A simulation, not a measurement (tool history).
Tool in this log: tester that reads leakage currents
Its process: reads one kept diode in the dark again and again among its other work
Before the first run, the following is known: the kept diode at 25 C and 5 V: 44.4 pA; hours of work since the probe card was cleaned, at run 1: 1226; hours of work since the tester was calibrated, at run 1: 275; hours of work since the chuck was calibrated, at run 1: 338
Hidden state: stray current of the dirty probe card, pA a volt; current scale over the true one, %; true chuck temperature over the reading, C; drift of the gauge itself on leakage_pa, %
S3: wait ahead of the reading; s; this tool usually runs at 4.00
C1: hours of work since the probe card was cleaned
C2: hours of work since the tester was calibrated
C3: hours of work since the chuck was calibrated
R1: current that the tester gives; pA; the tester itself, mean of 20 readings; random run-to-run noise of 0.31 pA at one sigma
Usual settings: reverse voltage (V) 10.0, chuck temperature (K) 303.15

Run 1, hour 0.0: usual settings; C1 1226; C2 275; C3 338. Result: R1 101.86 pA.
Run 2, hour 57.8: usual settings; C1 1272; C2 321; C3 384. Result: R1 102.06 pA.
Run 3, hour 112.8: usual settings; C1 1316; C2 364; C3 428. Result: R1 102.07 pA.
Run 4, hour 170.0: usual settings; C1 1361; C2 410; C3 473. Result: R1 102.65 pA.
Run 5, hour 205.6: usual settings; C1 1389; C2 438; C3 502. Result: R1 102.25 pA.
Run 6, hour 247.7: usual settings but reverse voltage (V) 3.5; C1 1423; C2 472; C3 535. Result: R1 59.01 pA.
Run 7, hour 295.4: usual settings but reverse voltage (V) 3.5; C1 1461; C2 509; C3 573. Result: R1 59.44 pA.
Run 8, hour 342.5: usual settings but reverse voltage (V) 3.5; C1 1498; C2 547; C3 610. Result: R1 59.34 pA.
Run 9, hour 396.1: usual settings but reverse voltage (V) 3.5; C1 1541; C2 589; C3 653. Result: R1 59.02 pA.
Run 10, hour 442.2: usual settings but reverse voltage (V) 3.5; C1 1577; C2 626; C3 689. Result: R1 59.15 pA.
Run 11, hour 468.0: usual settings; C1 1598; C2 646; C3 710. Result: R1 102.70 pA.
Run 12, hour 492.9: usual settings; C1 1618; C2 666; C3 730. Result: R1 102.52 pA.
Run 13, hour 541.1: usual settings but S3 6.40 s; C1 1656; C2 705; C3 768. Result: R1 101.94 pA.
Run 14, hour 593.8: usual settings but chuck temperature (K) 329.15; C1 1698; C2 746; C3 810. Result: R1 898.80 pA.
Run 15, hour 646.4: usual settings but reverse voltage (V) 14.0, chuck temperature (K) 329.15; C1 1739; C2 788; C3 852. Result: R1 1067.18 pA.
Run 16, hour 688.3: usual settings; C1 1773; C2 821; C3 885. Result: R1 102.47 pA.
Run 17, hour 721.1: usual settings but chuck temperature (K) 294.15; C1 1799; C2 848; C3 911. Result: R1 44.50 pA.
Run 18, hour 778.1: usual settings but chuck temperature (K) 294.15; C1 1844; C2 893; C3 956. Result: R1 44.71 pA.
At hour 832.9: probe card cleaned and baked.
Run 19, hour 838.1: usual settings; C1 4; C2 938; C3 1001. Result: R1 102.71 pA.
Run 20, hour 887.7: usual settings but S3 3.72 s; C1 44; C2 977; C3 1041. Result: R1 102.86 pA.
Run 21, hour 939.6: usual settings but S3 4.08 s; C1 85; C2 1019; C3 1082. Result: R1 102.21 pA.
Run 22, hour 981.2: usual settings but chuck temperature (K) 294.15; C1 118; C2 1052; C3 1115. Result: R1 44.15 pA.
Run 23, hour 1005.9: usual settings but chuck temperature (K) 294.15; C1 137; C2 1071; C3 1135. Result: R1 44.75 pA.
Run 24, hour 1060.6: usual settings but reverse voltage (V) 2.3, chuck temperature (K) 309.15, S3 1.85 s; C1 181; C2 1115; C3 1178. Result: R1 81.48 pA.
Run 25, hour 1115.2: usual settings but reverse voltage (V) 2.3, chuck temperature (K) 309.15, S3 1.85 s; C1 224; C2 1158; C3 1222. Result: R1 81.51 pA.
Run 26, hour 1165.1: usual settings but reverse voltage (V) 2.3, chuck temperature (K) 324.15, S3 7.28 s; C1 264; C2 1198; C3 1261. Result: R1 283.53 pA.
Run 27, hour 1203.9: usual settings but reverse voltage (V) 6.0; C1 295; C2 1229; C3 1292. Result: R1 78.80 pA.
Run 28, hour 1236.8: usual settings but reverse voltage (V) 6.0, chuck temperature (K) 305.15; C1 321; C2 1255; C3 1318. Result: R1 93.64 pA.
Run 29, hour 1261.7: usual settings but reverse voltage (V) 6.4, chuck temperature (K) 313.15, S3 0.73 s; C1 341; C2 1274; C3 1338. Result: R1 198.19 pA.
Run 30, hour 1287.3: usual settings but reverse voltage (V) 6.4, chuck temperature (K) 313.15, S3 0.73 s; C1 361; C2 1295; C3 1358. Result: R1 197.55 pA.
At hour 1327.8: chuck's temperature calibrated.
Run 31, hour 1344.1: usual settings but reverse voltage (V) 6.4, chuck temperature (K) 313.15, S3 0.73 s; C1 404; C2 1338; C3 13. Result: R1 197.01 pA.
Run 32, hour 1400.0: usual settings but reverse voltage (V) 6.4, chuck temperature (K) 313.15, S3 0.73 s; C1 449; C2 1383; C3 57. Result: R1 196.49 pA.
Run 33, hour 1441.4: usual settings but reverse voltage (V) 1.9; C1 482; C2 1416; C3 90. Result: R1 43.01 pA.
Run 34, hour 1476.2: usual settings but reverse voltage (V) 1.9; C1 509; C2 1443; C3 118. Result: R1 43.23 pA.
Run 35, hour 1513.3: usual settings but reverse voltage (V) 15.0, chuck temperature (K) 300.15; C1 539; C2 1473; C3 147. Result: R1 95.70 pA.
Run 36, hour 1572.1: usual settings but chuck temperature (K) 320.15; C1 586; C2 1519; C3 194. Result: R1 438.31 pA.
Run 37, hour 1628.6: usual settings but chuck temperature (K) 294.15, S3 3.12 s; C1 630; C2 1564; C3 239. Result: R1 45.06 pA.

Below, each run's measurement less what the same run would have read without the hidden state. Both values contain the same run-to-run variation, but the gauge's scatter may not be the same in both:
run     R1
  1  +0.07
  2  +0.08
  3  +0.09
  4  +0.10
  5  +0.10
  6  +0.04
  7  +0.05
  8  +0.05
  9  +0.05
 10  +0.06
 11  +0.14
 12  +0.14
 13  +0.14
 14  +0.58
 15  +0.75
 16  +0.16
 17  +0.12
 18  +0.13
 19  +0.09
 20  +0.10
 21  +0.10
 22  +0.05
 23  +0.05
 24  +0.08
 25  +0.09
 26  +0.29
 27  +0.11
 28  +0.12
 29  +0.23
 30  +0.24
 31  -0.05
 32  -0.04
 33  -0.01
 34  -0.01
 35  +0.02
 36  -0.04
 37  +0.03

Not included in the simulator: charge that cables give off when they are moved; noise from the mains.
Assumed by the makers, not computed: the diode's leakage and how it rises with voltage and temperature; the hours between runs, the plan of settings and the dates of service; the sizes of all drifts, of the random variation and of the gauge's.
